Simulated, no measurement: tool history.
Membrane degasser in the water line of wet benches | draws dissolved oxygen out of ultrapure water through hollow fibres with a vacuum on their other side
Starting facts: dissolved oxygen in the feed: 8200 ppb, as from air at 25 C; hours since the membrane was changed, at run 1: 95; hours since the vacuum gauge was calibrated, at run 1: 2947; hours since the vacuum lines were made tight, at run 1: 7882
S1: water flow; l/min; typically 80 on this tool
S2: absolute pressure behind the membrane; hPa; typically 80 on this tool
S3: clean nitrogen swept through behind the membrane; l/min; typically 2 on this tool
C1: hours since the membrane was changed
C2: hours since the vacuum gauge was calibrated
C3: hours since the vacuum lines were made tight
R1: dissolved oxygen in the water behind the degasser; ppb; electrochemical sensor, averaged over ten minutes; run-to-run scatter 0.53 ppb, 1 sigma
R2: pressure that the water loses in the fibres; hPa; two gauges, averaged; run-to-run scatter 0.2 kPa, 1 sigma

run 1 day=0 | S1=80 S2=80 S3=2 | C1=95 C2=2947 C3=7882 | R1=378.1 R2=434
run 2 day=1.954 | S1=80 S2=80 S3=2 | C1=142 C2=2994 C3=7929 | R1=377.1 R2=433.8
run 3 day=4.371 | S1=80 S2=80 S3=2 | C1=200 C2=3052 C3=7987 | R1=376.6 R2=432.8
run 4 day=5.8 | S1=80 S2=80 S3=2 | C1=235 C2=3086 C3=8022 | R1=378 R2=434.4
run 5 day=7.979 | S1=75 S2=80 S3=2 | C1=287 C2=3138 C3=8074 | R1=357.6 R2=406.1
run 6 day=9.608 | S1=80 S2=80 S3=2 | C1=326 C2=3178 C3=8113 | R1=378.4 R2=435
run 7 day=11.417 | S1=80 S2=80 S3=2 | C1=369 C2=3221 C3=8156 | R1=377.2 R2=430.9
run 8 day=12.571 | S1=80 S2=80 S3=2 | C1=397 C2=3249 C3=8184 | R1=377.9 R2=432.8
run 9 day=14.517 | S1=80 S2=80 S3=2 | C1=444 C2=3295 C3=8231 | R1=377.7 R2=433.1
run 10 day=16.396 | S1=80 S2=80 S3=2 | C1=489 C2=3340 C3=8276 | R1=377.3 R2=434.8
run 11 day=17.925 | S1=80 S2=80 S3=2 | C1=526 C2=3377 C3=8313 | R1=376.5 R2=436
run 12 day=19.038 | S1=99 S2=80 S3=2 | C1=552 C2=3404 C3=8339 | R1=450.1 R2=538.6
run 13 day=20.808 | S1=99 S2=80 S3=2 | C1=595 C2=3446 C3=8382 | R1=452.1 R2=541.1
run 14 day=22.346 | S1=99 S2=80 S3=2 | C1=632 C2=3483 C3=8419 | R1=450.7 R2=537
run 15 day=23.558 | S1=99 S2=80 S3=2 | C1=661 C2=3512 C3=8448 | R1=450 R2=537.4
run 16 day=25.05 | S1=99 S2=80 S3=2 | C1=697 C2=3548 C3=8484 | R1=452.1 R2=539.9
run 17 day=26.525 | S1=77 S2=122.5 S3=1.1 | C1=732 C2=3584 C3=8519 | R1=1011.8 R2=417.5
run 18 day=28.3 | S1=77 S2=122.5 S3=1.1 | C1=775 C2=3626 C3=8562 | R1=1011.1 R2=422.3
run 19 day=29.696 | S1=50 S2=81.3 S3=2.05 | C1=808 C2=3660 C3=8595 | R1=257.8 R2=273.2
run 20 day=31.521 | S1=50 S2=81.3 S3=2.05 | C1=852 C2=3703 C3=8639 | R1=257.9 R2=273.1
run 21 day=34.05 | S1=112 S2=80 S3=2 | C1=913 C2=3764 C3=8700 | R1=501.8 R2=609.3
run 22 day=36.442 | S1=112 S2=80 S3=2 | C1=970 C2=3821 C3=8757 | R1=502.2 R2=607.5
run 23 day=37.954 | S1=112 S2=80 S3=2 | C1=1006 C2=3858 C3=8793 | R1=502 R2=610.6
-- day=38.162 vacuum gauge calibrated
run 24 day=39.329 | S1=112 S2=181.6 S3=0.99 | C1=1039 C2=28 C3=8826 | R1=2087.7 R2=610.9
run 25 day=40.908 | S1=97 S2=80 S3=3.34 | C1=1077 C2=66 C3=8864 | R1=303.6 R2=533.8
run 26 day=42.571 | S1=80 S2=84.8 S3=2 | C1=1117 C2=106 C3=8904 | R1=415.7 R2=436
run 27 day=45.054 | S1=72 S2=91.2 S3=1.64 | C1=1176 C2=165 C3=8963 | R1=492.8 R2=394.2
run 28 day=47.817 | S1=105 S2=179.1 S3=1.83 | C1=1243 C2=232 C3=9029 | R1=1372.7 R2=572.1
-- day=48.442 vacuum gauge calibrated, once more
run 29 day=49.208 | S1=93 S2=78.5 S3=4.25 | C1=1275 C2=18 C3=9062 | R1=231.4 R2=505.3
run 30 day=51.825 | S1=105 S2=78.5 S3=1.07 | C1=1338 C2=81 C3=9125 | R1=687.5 R2=573.5
run 31 day=53.35 | S1=66 S2=78.5 S3=1.07 | C1=1375 C2=118 C3=9162 | R1=497.4 R2=358.3
run 32 day=54.938 | S1=55 S2=188 S3=1.07 | C1=1413 C2=156 C3=9200 | R1=1328.3 R2=298.9

Predict each of these 3 candidate next runs independently; none follows another, all start after run 32:
run A day=56.638 | S1=56 S2=188 S3=1.07 | C1=1454 C2=197 C3=9241 | R1=? R2=?
run B day=56.638 | S1=78 S2=80 S3=2 | C1=1454 C2=197 C3=9241 | R1=? R2=?
run C day=56.638 | S1=53 S2=104 S3=2.75 | C1=1454 C2=197 C3=9241 | R1=? R2=?

run=A R1=1345.1 R2=306.2
run=B R1=368.4 R2=426.5
run=C R1=303.6 R2=291.5
Take away the tool's hidden state, keep each run's random variation, and the runs would have read:
run=A R1=1343.5 R2=304.1
run=B R1=365.7 R2=423.6
run=C R1=300.3 R2=289.5
